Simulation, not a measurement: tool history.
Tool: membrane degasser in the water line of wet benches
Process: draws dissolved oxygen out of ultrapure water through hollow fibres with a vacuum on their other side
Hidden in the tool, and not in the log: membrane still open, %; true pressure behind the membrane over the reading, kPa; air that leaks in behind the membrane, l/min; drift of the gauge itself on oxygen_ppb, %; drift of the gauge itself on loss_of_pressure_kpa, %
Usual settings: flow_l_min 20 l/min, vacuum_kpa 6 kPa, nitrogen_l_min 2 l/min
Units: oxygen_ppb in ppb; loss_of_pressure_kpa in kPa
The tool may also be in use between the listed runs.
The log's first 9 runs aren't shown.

run,hour,flow_l_min,vacuum_kpa,nitrogen_l_min,hours since the membrane was changed,hours since the vacuum gauge was calibrated,hours since the vacuum lines were made tight,oxygen_ppb,loss_of_pressure_kpa
10,1102.7,20,6,2,7668,3794,1103,170.1,58.02
# hour 1118.5: vacuum gauge calibrated
11,1216.9,20,6,2,7782,98,1216,172.2,58.1
12,1311.5,20,6,2,7876,193,1311,175.7,57.9
13,1433.2,20,6,2,7998,315,1433,174.2,58.12
# hour 1473.3: vacuum gauge calibrated, once more
14,1605.2,20,6,2,8170,132,1604,168.3,57.98
15,1732.6,20,6,2,8297,259,1732,166.6,58.31
16,1873.6,18,6,2,8438,400,1873,129.7,52.48
17,2054.4,18,6,2,8619,581,2053,129.9,52.91
18,2218.2,18,6,2,8783,745,2217,133.7,52.53
19,2311.8,13,6,1.58,8876,838,2311,71.5,38.03
20,2444.8,17,6,0.87,9009,972,2444,181.5,49.59
21,2558,17,6,0.87,9122,1085,2557,179.3,50.11
22,2661.5,19,6,1.76,9226,1188,2660,161.9,55.47
23,2794.2,32,7.16,3.87,9359,1321,2793,513.3,94.57
24,2931.8,32,7.16,3.87,9496,1458,2931,508,94.44
25,3009.5,32,7.16,3.87,9574,1536,3009,518.2,94.46
26,3188.4,19,4.67,2.66,9753,1715,3187,117.6,56.29
27,3352.9,14,6,4.37,9917,1880,3352,48.8,41.44
28,3436.6,14,6,4.37,10001,1963,3436,49.5,40.99
29,3576.4,14,5.86,1.11,10141,2103,3575,107.4,41.42
30,3659.5,14,3.62,1.11,10224,2186,3659,42.1,41.79
31,3794.7,14,3.62,1.11,10359,2321,3794,42.3,41.38
32,3878.9,14,12.34,3.63,10443,2406,3878,116.2,42.23
33,4060.8,19,3.92,2,10625,2587,4060,116.1,56.72

Forecast each of these 3 alternatives for the next run:
A,4163.1,19,3.92,2.68,10728,2690,4162,?,?
B,4163.1,20,8.25,2.81,10728,2690,4162,?,?
C,4163.1,30,10.01,0.88,10728,2690,4162,?,?

run,oxygen_ppb,loss_of_pressure_kpa
A,112.8,56.71
B,208.4,59.54
C,823.9,89.58
Without the tool's hidden state the same runs would have given:
run,oxygen_ppb,loss_of_pressure_kpa
A,73.6,51.21
B,162.6,53.74
C,718.2,80.88
